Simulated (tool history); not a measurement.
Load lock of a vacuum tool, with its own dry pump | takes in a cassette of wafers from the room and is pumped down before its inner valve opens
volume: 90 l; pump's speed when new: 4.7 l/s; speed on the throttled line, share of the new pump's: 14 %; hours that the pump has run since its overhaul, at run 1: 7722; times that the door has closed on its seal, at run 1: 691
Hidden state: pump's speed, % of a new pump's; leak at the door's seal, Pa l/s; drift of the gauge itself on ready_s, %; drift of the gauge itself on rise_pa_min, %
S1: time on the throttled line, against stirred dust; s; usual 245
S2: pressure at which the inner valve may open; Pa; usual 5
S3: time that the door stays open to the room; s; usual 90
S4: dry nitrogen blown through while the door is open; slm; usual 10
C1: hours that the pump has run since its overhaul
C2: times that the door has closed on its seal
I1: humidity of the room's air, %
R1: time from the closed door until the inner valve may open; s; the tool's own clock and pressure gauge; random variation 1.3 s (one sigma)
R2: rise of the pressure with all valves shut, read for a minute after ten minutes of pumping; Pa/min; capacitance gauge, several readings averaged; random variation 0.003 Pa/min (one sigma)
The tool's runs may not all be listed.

run 1 hour=0 | S1=245 S2=5 S3=90 S4=10 | C1=7722 C2=691 | I1=42.6 | R1=419.9 R2=0.035
run 2 hour=341.8 | S1=245 S2=5 S3=90 S4=10 | C1=8063 C2=2101 | I1=44.9 | R1=414.6 R2=0.046
run 3 hour=787 | S1=245 S2=5 S3=39 S4=10 | C1=8509 C2=3937 | I1=45.7 | R1=422.4 R2=0.051
run 4 hour=1025.7 | S1=245 S2=5 S3=39 S4=10 | C1=8747 C2=4922 | I1=45.1 | R1=422.6 R2=0.059
run 5 hour=1476.6 | S1=245 S2=5 S3=90 S4=15 | C1=9198 C2=6782 | I1=44.1 | R1=423.3 R2=0.078
run 6 hour=1797.7 | S1=245 S2=5 S3=45 S4=10 | C1=9519 C2=8106 | I1=41.8 | R1=426.3 R2=0.087
run 7 hour=2009.2 | S1=245 S2=5 S3=45 S4=10 | C1=9731 C2=8979 | I1=47 | R1=424.4 R2=0.097
run 8 hour=2334.6 | S1=245 S2=6 S3=45 S4=10 | C1=10056 C2=10321 | I1=40.5 | R1=419.8 R2=0.121
run 9 hour=2772.5 | S1=245 S2=6 S3=45 S4=10 | C1=10494 C2=12127 | I1=44.3 | R1=421.7 R2=0.143
run 10 hour=3119.6 | S1=245 S2=6 S3=45 S4=10 | C1=10841 C2=13559 | I1=43.6 | R1=421.4 R2=0.161
run 11 hour=3349.5 | S1=245 S2=6 S3=45 S4=10 | C1=11071 C2=14507 | I1=43.6 | R1=423.5 R2=0.176
run 12 hour=3597.3 | S1=245 S2=6 S3=45 S4=10 | C1=11319 C2=15529 | I1=46.5 | R1=420.5 R2=0.195
run 13 hour=4076 | S1=245 S2=6 S3=119 S4=10 | C1=11798 C2=17504 | I1=42.1 | R1=425.6 R2=0.238
-- hour=4120 dry pump taken out, an overhauled one fitted
run 14 hour=4308 | S1=245 S2=6 S3=119 S4=6 | C1=188 C2=18436 | I1=45.4 | R1=402.7 R2=0.263
run 15 hour=4601.1 | S1=245 S2=6 S3=119 S4=6 | C1=481 C2=19645 | I1=39.1 | R1=402.8 R2=0.267
run 16 hour=5082.1 | S1=245 S2=6 S3=119 S4=6 | C1=962 C2=21629 | I1=42.8 | R1=402.9 R2=0.313
run 17 hour=5464.2 | S1=245 S2=5 S3=119 S4=6 | C1=1344 C2=23205 | I1=41.7 | R1=408.6 R2=0.341
run 18 hour=5906.5 | S1=245 S2=5 S3=90 S4=10 | C1=1786 C2=25029 | I1=46 | R1=407.9 R2=0.374
run 19 hour=6230.1 | S1=245 S2=5 S3=90 S4=22 | C1=2110 C2=26364 | I1=45.1 | R1=409.2 R2=0.395
run 20 hour=6653.1 | S1=245 S2=5 S3=90 S4=22 | C1=2533 C2=28109 | I1=43.3 | R1=408.3 R2=0.42
run 21 hour=6944 | S1=381 S2=5 S3=96 S4=5 | C1=2824 C2=29309 | I1=44.5 | R1=527.6 R2=0.474
run 22 hour=7229 | S1=381 S2=5 S3=45 S4=41 | C1=3109 C2=30485 | I1=47 | R1=527.6 R2=0.487
run 23 hour=7553.4 | S1=381 S2=5 S3=45 S4=41 | C1=3433 C2=31823 | I1=43.8 | R1=527 R2=0.519
run 24 hour=7826.2 | S1=132 S2=5 S3=75 S4=10 | C1=3706 C2=32948 | I1=44.3 | R1=314.5 R2=0.574

Forecast run 25:
run 25 hour=8252.8 | S1=305 S2=5 S3=90 S4=19 | C1=4133 C2=34708 | I1=46.7 | R1=? R2=?

{"run 25": {"R1": 463.1, "R2": 0.604}}
Without the tool's hidden state the same run would have given R1 456.1 s, R2 0.027 Pa/min.
